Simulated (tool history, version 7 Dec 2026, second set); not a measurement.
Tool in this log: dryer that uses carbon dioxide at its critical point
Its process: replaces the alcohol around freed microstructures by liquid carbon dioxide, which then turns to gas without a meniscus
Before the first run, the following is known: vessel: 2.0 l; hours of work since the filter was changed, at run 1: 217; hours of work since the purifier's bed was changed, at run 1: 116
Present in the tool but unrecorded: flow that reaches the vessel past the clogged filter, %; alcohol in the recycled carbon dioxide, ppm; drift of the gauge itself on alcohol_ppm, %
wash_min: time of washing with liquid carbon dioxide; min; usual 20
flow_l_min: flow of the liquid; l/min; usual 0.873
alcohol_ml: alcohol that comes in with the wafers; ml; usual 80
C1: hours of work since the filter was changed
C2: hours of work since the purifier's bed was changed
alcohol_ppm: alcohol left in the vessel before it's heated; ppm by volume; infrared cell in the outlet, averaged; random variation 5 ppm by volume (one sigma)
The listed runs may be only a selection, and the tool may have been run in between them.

{"run": 1, "hour": 0.0, "wash_min": 20, "flow_l_min": 0.873, "alcohol_ml": 80, "C1": 217, "C2": 116, "alcohol_ppm": 32}
{"run": 2, "hour": 69.6, "wash_min": 20, "flow_l_min": 0.873, "alcohol_ml": 52, "C1": 254, "C2": 152, "alcohol_ppm": 39}
{"run": 3, "hour": 117.4, "wash_min": 20, "flow_l_min": 0.873, "alcohol_ml": 52, "C1": 279, "C2": 178, "alcohol_ppm": 39}
{"run": 4, "hour": 157.7, "wash_min": 20, "flow_l_min": 0.873, "alcohol_ml": 31, "C1": 300, "C2": 199, "alcohol_ppm": 42}
{"run": 5, "hour": 195.4, "wash_min": 20, "flow_l_min": 0.873, "alcohol_ml": 31, "C1": 320, "C2": 219, "alcohol_ppm": 29}
{"run": 6, "hour": 234.7, "wash_min": 20, "flow_l_min": 0.873, "alcohol_ml": 96, "C1": 341, "C2": 239, "alcohol_ppm": 64}
{"run": 7, "hour": 265.8, "wash_min": 20, "flow_l_min": 0.873, "alcohol_ml": 96, "C1": 357, "C2": 256, "alcohol_ppm": 57}
{"run": 8, "hour": 299.7, "wash_min": 20, "flow_l_min": 0.873, "alcohol_ml": 96, "C1": 375, "C2": 274, "alcohol_ppm": 59}
{"run": 9, "hour": 367.0, "wash_min": 20, "flow_l_min": 0.873, "alcohol_ml": 96, "C1": 411, "C2": 309, "alcohol_ppm": 72}
{"run": 10, "hour": 402.8, "wash_min": 20, "flow_l_min": 0.873, "alcohol_ml": 96, "C1": 430, "C2": 328, "alcohol_ppm": 60}
{"run": 11, "hour": 464.7, "wash_min": 20, "flow_l_min": 0.873, "alcohol_ml": 96, "C1": 462, "C2": 361, "alcohol_ppm": 86}
{"hour": 505.5, "done": "inlet filter changed"}
{"run": 12, "hour": 508.9, "wash_min": 20, "flow_l_min": 0.911, "alcohol_ml": 80, "C1": 2, "C2": 383, "alcohol_ppm": 53}
{"run": 13, "hour": 569.9, "wash_min": 20, "flow_l_min": 1.223, "alcohol_ml": 80, "C1": 34, "C2": 415, "alcohol_ppm": 51}
{"run": 14, "hour": 617.4, "wash_min": 22, "flow_l_min": 0.873, "alcohol_ml": 29, "C1": 59, "C2": 440, "alcohol_ppm": 60}
{"run": 15, "hour": 670.2, "wash_min": 22, "flow_l_min": 0.873, "alcohol_ml": 29, "C1": 87, "C2": 468, "alcohol_ppm": 61}

For run 16, what comes out?
{"run": 16, "hour": 716.1, "wash_min": 22, "flow_l_min": 0.873, "alcohol_ml": 29, "C1": 111, "C2": 492, "alcohol_ppm": "?"}

alcohol_ppm: 64 ppm by volume
If the tool had no hidden condition, the same run with the same run-to-run variation would have returned alcohol_ppm 9 ppm by volume.
